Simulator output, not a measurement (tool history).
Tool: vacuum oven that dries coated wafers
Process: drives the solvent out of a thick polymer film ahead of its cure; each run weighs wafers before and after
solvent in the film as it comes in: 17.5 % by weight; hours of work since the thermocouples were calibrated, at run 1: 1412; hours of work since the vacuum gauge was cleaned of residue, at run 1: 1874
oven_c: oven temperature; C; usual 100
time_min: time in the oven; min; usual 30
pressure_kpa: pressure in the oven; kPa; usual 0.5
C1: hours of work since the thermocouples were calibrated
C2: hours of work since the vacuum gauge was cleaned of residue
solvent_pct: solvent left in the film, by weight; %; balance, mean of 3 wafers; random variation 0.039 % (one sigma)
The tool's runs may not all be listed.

{"run": 1, "hour": 0.0, "oven_c": 100, "time_min": 30, "pressure_kpa": 0.5, "C1": 1412, "C2": 1874, "solvent_pct": 0.74}
{"run": 2, "hour": 68.0, "oven_c": 100, "time_min": 30, "pressure_kpa": 0.5, "C1": 1440, "C2": 1902, "solvent_pct": 0.77}
{"hour": 107.8, "done": "oven's thermocouples calibrated"}
{"run": 3, "hour": 132.9, "oven_c": 100, "time_min": 30, "pressure_kpa": 0.404, "C1": 10, "C2": 1927, "solvent_pct": 0.96}
{"run": 4, "hour": 233.3, "oven_c": 100, "time_min": 30, "pressure_kpa": 0.404, "C1": 51, "C2": 1968, "solvent_pct": 1.08}
{"run": 5, "hour": 324.5, "oven_c": 100, "time_min": 30, "pressure_kpa": 0.5, "C1": 88, "C2": 2005, "solvent_pct": 1.04}
{"run": 6, "hour": 429.5, "oven_c": 100, "time_min": 30, "pressure_kpa": 0.5, "C1": 130, "C2": 2047, "solvent_pct": 0.97}
{"run": 7, "hour": 511.0, "oven_c": 100, "time_min": 30, "pressure_kpa": 0.5, "C1": 163, "C2": 2080, "solvent_pct": 0.96}
{"run": 8, "hour": 578.6, "oven_c": 100, "time_min": 30, "pressure_kpa": 0.5, "C1": 190, "C2": 2107, "solvent_pct": 1.06}
{"run": 9, "hour": 656.1, "oven_c": 103, "time_min": 30, "pressure_kpa": 0.5, "C1": 222, "C2": 2139, "solvent_pct": 0.73}
{"run": 10, "hour": 705.1, "oven_c": 103, "time_min": 17, "pressure_kpa": 0.5, "C1": 241, "C2": 2158, "solvent_pct": 1.96}
{"run": 11, "hour": 790.1, "oven_c": 100, "time_min": 21, "pressure_kpa": 0.5, "C1": 276, "C2": 2193, "solvent_pct": 1.83}
{"run": 12, "hour": 852.8, "oven_c": 100, "time_min": 21, "pressure_kpa": 0.5, "C1": 301, "C2": 2218, "solvent_pct": 1.89}
{"run": 13, "hour": 918.9, "oven_c": 100, "time_min": 30, "pressure_kpa": 0.721, "C1": 328, "C2": 2245, "solvent_pct": 1.05}
{"run": 14, "hour": 1034.1, "oven_c": 100, "time_min": 16, "pressure_kpa": 0.5, "C1": 374, "C2": 2291, "solvent_pct": 2.81}
{"run": 15, "hour": 1090.5, "oven_c": 88, "time_min": 16, "pressure_kpa": 0.5, "C1": 397, "C2": 2314, "solvent_pct": 6.21}
{"run": 16, "hour": 1144.8, "oven_c": 88, "time_min": 16, "pressure_kpa": 0.5, "C1": 419, "C2": 2336, "solvent_pct": 6.2}
{"run": 17, "hour": 1211.8, "oven_c": 88, "time_min": 16, "pressure_kpa": 0.5, "C1": 446, "C2": 2363, "solvent_pct": 6.28}
{"run": 18, "hour": 1319.7, "oven_c": 88, "time_min": 16, "pressure_kpa": 0.5, "C1": 490, "C2": 2407, "solvent_pct": 6.34}
{"hour": 1370.3, "done": "vacuum gauge cleaned of residue and calibrated"}
{"run": 19, "hour": 1375.1, "oven_c": 88, "time_min": 16, "pressure_kpa": 0.5, "C1": 512, "C2": 2, "solvent_pct": 5.84}
{"run": 20, "hour": 1438.5, "oven_c": 111, "time_min": 23, "pressure_kpa": 0.5, "C1": 537, "C2": 28, "solvent_pct": 0.21}
{"run": 21, "hour": 1501.4, "oven_c": 111, "time_min": 23, "pressure_kpa": 0.653, "C1": 563, "C2": 53, "solvent_pct": 0.25}
{"run": 22, "hour": 1590.7, "oven_c": 95, "time_min": 29, "pressure_kpa": 0.762, "C1": 599, "C2": 89, "solvent_pct": 1.46}
{"run": 23, "hour": 1673.6, "oven_c": 89, "time_min": 30, "pressure_kpa": 1.914, "C1": 632, "C2": 123, "solvent_pct": 3.16}
{"run": 24, "hour": 1785.5, "oven_c": 110, "time_min": 17, "pressure_kpa": 0.421, "C1": 677, "C2": 168, "solvent_pct": 0.55}
{"run": 25, "hour": 1900.5, "oven_c": 110, "time_min": 17, "pressure_kpa": 0.421, "C1": 724, "C2": 214, "solvent_pct": 0.62}
{"run": 26, "hour": 1997.2, "oven_c": 92, "time_min": 39, "pressure_kpa": 0.355, "C1": 763, "C2": 253, "solvent_pct": 1.06}
{"run": 27, "hour": 2107.6, "oven_c": 100, "time_min": 24, "pressure_kpa": 0.5, "C1": 808, "C2": 298, "solvent_pct": 1.11}
{"run": 28, "hour": 2165.7, "oven_c": 100, "time_min": 24, "pressure_kpa": 0.5, "C1": 831, "C2": 321, "solvent_pct": 1.1}
{"run": 29, "hour": 2241.0, "oven_c": 109, "time_min": 39, "pressure_kpa": 1.784, "C1": 861, "C2": 352, "solvent_pct": 0.47}
{"run": 30, "hour": 2332.6, "oven_c": 109, "time_min": 39, "pressure_kpa": 0.786, "C1": 898, "C2": 389, "solvent_pct": 0.28}
{"run": 31, "hour": 2448.2, "oven_c": 110, "time_min": 16, "pressure_kpa": 0.337, "C1": 945, "C2": 436, "solvent_pct": 0.72}
{"run": 32, "hour": 2538.2, "oven_c": 88, "time_min": 18, "pressure_kpa": 0.902, "C1": 982, "C2": 472, "solvent_pct": 5.36}
{"run": 33, "hour": 2614.7, "oven_c": 100, "time_min": 22, "pressure_kpa": 0.828, "C1": 1012, "C2": 503, "solvent_pct": 1.41}
{"run": 34, "hour": 2711.1, "oven_c": 100, "time_min": 22, "pressure_kpa": 0.828, "C1": 1051, "C2": 542, "solvent_pct": 1.39}
{"run": 35, "hour": 2787.9, "oven_c": 104, "time_min": 21, "pressure_kpa": 0.659, "C1": 1082, "C2": 573, "solvent_pct": 0.87}
{"run": 36, "hour": 2857.2, "oven_c": 88, "time_min": 27, "pressure_kpa": 0.908, "C1": 1110, "C2": 601, "solvent_pct": 3.27}

Hidden state or all else? Some run-to-run changes of solvent_pct, split into what the settings, what came in and random variation would give without the hidden state, and what is left for the hidden state (with any gauge scatter that isn't in both results):
The hidden state here: true wafer temperature over the reading, C; true pressure over the reading, kPa; drift of the gauge itself on solvent_pct, %.
Run 2 -> 3: pressure_kpa 0.5 -> 0.404, oven's thermocouples calibrated. solvent_pct +0.19 %: hidden state +0.23, all else -0.04.
Run 18 -> 19: vacuum gauge cleaned of residue and calibrated. solvent_pct -0.5 %: hidden state -0.41, all else -0.09.
Run 19 -> 20: oven_c 88 -> 111, time_min 16 -> 23. solvent_pct -5.63 %: hidden state +0.2, all else -5.83.
Run 31 -> 32: oven_c 110 -> 88, time_min 16 -> 18, pressure_kpa 0.337 -> 0.902. solvent_pct +4.64 %: hidden state -0.26, all else +4.9.
Run 32 -> 33: oven_c 88 -> 100, time_min 18 -> 22, pressure_kpa 0.902 -> 0.828. solvent_pct -3.95 %: hidden state +0.19, all else -4.14.
